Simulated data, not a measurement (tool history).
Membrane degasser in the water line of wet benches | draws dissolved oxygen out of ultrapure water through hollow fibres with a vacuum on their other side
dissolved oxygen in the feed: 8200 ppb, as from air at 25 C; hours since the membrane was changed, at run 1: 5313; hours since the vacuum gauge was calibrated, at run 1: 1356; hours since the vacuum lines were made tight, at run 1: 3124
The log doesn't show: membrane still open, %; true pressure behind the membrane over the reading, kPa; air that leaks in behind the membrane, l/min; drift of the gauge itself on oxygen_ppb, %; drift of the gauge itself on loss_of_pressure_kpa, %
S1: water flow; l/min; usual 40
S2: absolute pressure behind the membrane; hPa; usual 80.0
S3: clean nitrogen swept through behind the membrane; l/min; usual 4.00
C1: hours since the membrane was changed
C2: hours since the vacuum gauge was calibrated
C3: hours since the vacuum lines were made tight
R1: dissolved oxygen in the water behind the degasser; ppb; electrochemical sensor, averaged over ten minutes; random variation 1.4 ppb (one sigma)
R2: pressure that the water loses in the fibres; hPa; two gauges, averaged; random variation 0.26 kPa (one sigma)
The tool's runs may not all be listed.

run 1 hour=0.0 | S1=40 S2=80.0 S3=4.00 | C1=5313 C2=1356 C3=3124 | R1=166.5 R2=707.8
run 2 hour=125.9 | S1=48 S2=80.0 S3=4.00 | C1=5439 C2=1482 C3=3250 | R1=214.6 R2=856.7
run 3 hour=200.1 | S1=40 S2=80.0 S3=4.00 | C1=5513 C2=1556 C3=3324 | R1=169.9 R2=716.6
run 4 hour=335.8 | S1=40 S2=80.0 S3=4.00 | C1=5649 C2=1692 C3=3460 | R1=168.0 R2=712.3
run 5 hour=446.3 | S1=40 S2=80.0 S3=4.00 | C1=5759 C2=1802 C3=3570 | R1=167.2 R2=713.2
run 6 hour=553.2 | S1=40 S2=80.0 S3=4.00 | C1=5866 C2=1909 C3=3677 | R1=167.4 R2=711.9
run 7 hour=651.0 | S1=40 S2=80.0 S3=4.00 | C1=5964 C2=2007 C3=3775 | R1=168.2 R2=717.5
run 8 hour=712.2 | S1=40 S2=80.0 S3=3.90 | C1=6025 C2=2068 C3=3836 | R1=168.7 R2=710.4
run 9 hour=790.9 | S1=40 S2=80.0 S3=4.00 | C1=6104 C2=2147 C3=3915 | R1=167.6 R2=719.2
run 10 hour=869.9 | S1=40 S2=80.0 S3=4.00 | C1=6183 C2=2226 C3=3994 | R1=167.0 R2=712.4
run 11 hour=993.8 | S1=40 S2=104.1 S3=4.00 | C1=6307 C2=2350 C3=4118 | R1=223.1 R2=716.7
run 12 hour=1115.3 | S1=40 S2=104.1 S3=4.00 | C1=6429 C2=2471 C3=4240 | R1=223.5 R2=715.9
run 13 hour=1209.3 | S1=40 S2=80.0 S3=2.66 | C1=6522 C2=2565 C3=4333 | R1=219.9 R2=717.5
run 14 hour=1341.8 | S1=40 S2=80.0 S3=4.00 | C1=6655 C2=2698 C3=4466 | R1=169.6 R2=719.2
run 15 hour=1454.0 | S1=40 S2=80.0 S3=4.00 | C1=6767 C2=2810 C3=4578 | R1=169.2 R2=708.5
run 16 hour=1581.0 | S1=40 S2=165.4 S3=4.00 | C1=6894 C2=2937 C3=4705 | R1=362.7 R2=715.8
run 17 hour=1676.7 | S1=50 S2=80.0 S3=4.00 | C1=6990 C2=3033 C3=4801 | R1=227.1 R2=896.5
run 18 hour=1800.3 | S1=64 S2=84.6 S3=4.91 | C1=7113 C2=3156 C3=4924 | R1=305.1 R2=1145.5
run 19 hour=1941.0 | S1=44 S2=54.6 S3=4.91 | C1=7254 C2=3297 C3=5065 | R1=121.4 R2=790.9
run 20 hour=2042.0 | S1=25 S2=80.0 S3=3.71 | C1=7355 C2=3398 C3=5166 | R1=96.8 R2=449.2
-- hour=2107.1 seals of the vacuum lines changed
run 21 hour=2157.9 | S1=25 S2=80.0 S3=3.71 | C1=7469 C2=3512 C3=51 | R1=96.7 R2=450.0
run 22 hour=2250.5 | S1=59 S2=95.4 S3=3.71 | C1=7562 C2=3604 C3=143 | R1=349.6 R2=1059.8
run 23 hour=2339.2 | S1=25 S2=90.4 S3=1.64 | C1=7650 C2=3693 C3=232 | R1=220.6 R2=452.2
run 24 hour=2465.6 | S1=40 S2=68.7 S3=3.25 | C1=7777 C2=3820 C3=359 | R1=162.3 R2=721.8
run 25 hour=2588.3 | S1=59 S2=187.8 S3=3.81 | C1=7899 C2=3942 C3=481 | R1=647.6 R2=1067.4
run 26 hour=2724.3 | S1=43 S2=92.3 S3=3.81 | C1=8035 C2=4078 C3=617 | R1=226.6 R2=776.2
run 27 hour=2786.6 | S1=27 S2=50.8 S3=3.23 | C1=8098 C2=4141 C3=680 | R1=61.0 R2=484.3
run 28 hour=2879.0 | S1=27 S2=50.8 S3=3.23 | C1=8190 C2=4233 C3=772 | R1=61.6 R2=481.9
-- hour=2977.0 vacuum gauge calibrated
run 29 hour=2987.4 | S1=27 S2=50.8 S3=2.24 | C1=8298 C2=10 C3=880 | R1=75.4 R2=487.4
run 30 hour=3079.2 | S1=40 S2=124.7 S3=4.53 | C1=8390 C2=102 C3=972 | R1=246.3 R2=722.9
run 31 hour=3189.9 | S1=40 S2=69.9 S3=2.54 | C1=8501 C2=213 C3=1082 | R1=195.5 R2=721.8
run 32 hour=3301.8 | S1=25 S2=102.6 S3=2.54 | C1=8613 C2=325 C3=1194 | R1=183.1 R2=452.9
run 33 hour=3396.6 | S1=40 S2=117.3 S3=4.00 | C1=8707 C2=420 C3=1289 | R1=256.6 R2=723.7

3 ways to go on from here, each from the tool as it stands after run 33. What would each give?
run A hour=3541.2 | S1=40 S2=117.3 S3=11.71 | C1=8852 C2=564 C3=1434 | R1=? R2=?
run B hour=3541.2 | S1=40 S2=62.1 S3=4.00 | C1=8852 C2=564 C3=1434 | R1=? R2=?
run C hour=3541.2 | S1=25 S2=71.3 S3=2.15 | C1=8852 C2=564 C3=1434 | R1=? R2=?

run=A R1=132.7 R2=727.2
run=B R1=131.3 R2=721.6
run=C R1=128.1 R2=454.4
Without the tool's hidden state the same runs would have given:
run=A R1=121.4 R2=699.3
run=B R1=119.5 R2=693.9
run=C R1=122.5 R2=437.0
